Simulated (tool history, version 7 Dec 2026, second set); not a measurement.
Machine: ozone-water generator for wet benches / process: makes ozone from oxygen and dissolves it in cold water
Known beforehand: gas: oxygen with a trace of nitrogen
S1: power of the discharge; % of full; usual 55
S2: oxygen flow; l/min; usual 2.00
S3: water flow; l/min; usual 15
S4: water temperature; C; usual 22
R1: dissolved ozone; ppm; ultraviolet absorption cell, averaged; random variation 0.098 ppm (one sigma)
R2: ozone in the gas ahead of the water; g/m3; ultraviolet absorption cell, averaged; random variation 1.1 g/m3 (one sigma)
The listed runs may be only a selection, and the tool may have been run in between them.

run	hour	S1	S2	S3	S4	R1	R2
1	0.0	55	2.00	15	22	12.71	197.8
2	51.5	55	2.00	15	22	12.66	197.6
3	79.8	55	2.00	15	22	12.56	196.6
4	129.4	55	2.00	15	22	12.54	198.6
5	181.7	55	2.00	15	17	13.22	196.0
6	209.2	55	2.00	15	17	13.24	197.9
7	262.8	55	2.00	15	17	13.42	198.8
8	293.0	55	1.92	15	22	12.51	200.1
9	330.8	55	1.92	15	22	12.46	203.0
10	355.3	63	1.92	18	22	11.36	224.0
# hour 411.8: contactor cleaned
11	411.8	55	1.78	9	19	20.76	208.5
# hour 424.1: water thermometer calibrated
12	439.1	50	1.22	11	28	13.99	228.9
13	474.6	50	1.22	11	28	13.81	231.6
14	499.1	50	1.22	10	28	14.99	230.3
15	553.3	57	2.30	15	17	14.66	188.5
16	589.0	57	2.30	15	17	14.66	189.1
17	646.0	57	2.30	15	17	14.51	189.1
18	693.0	57	2.30	15	17	14.67	189.0

Alternative continuations, all from the tool just after run 18; predict every row:
A	733.2	42	2.00	15	27	?	?
B	733.2	41	2.30	17	17	?	?
C	733.2	55	2.80	9	22	?	?
D	733.2	71	1.44	11	22	?	?
E	733.2	57	1.84	15	17	?	?

run	R1	R2
A	10.37	163.6
B	10.48	151.4
C	20.72	168.6
D	19.22	271.3
E	13.68	208.6
With no hidden state in the tool, these same runs would have given:
run	R1	R2
A	10.57	165.7
B	10.68	153.2
C	21.17	171.3
D	19.71	276.6
E	13.99	212.1
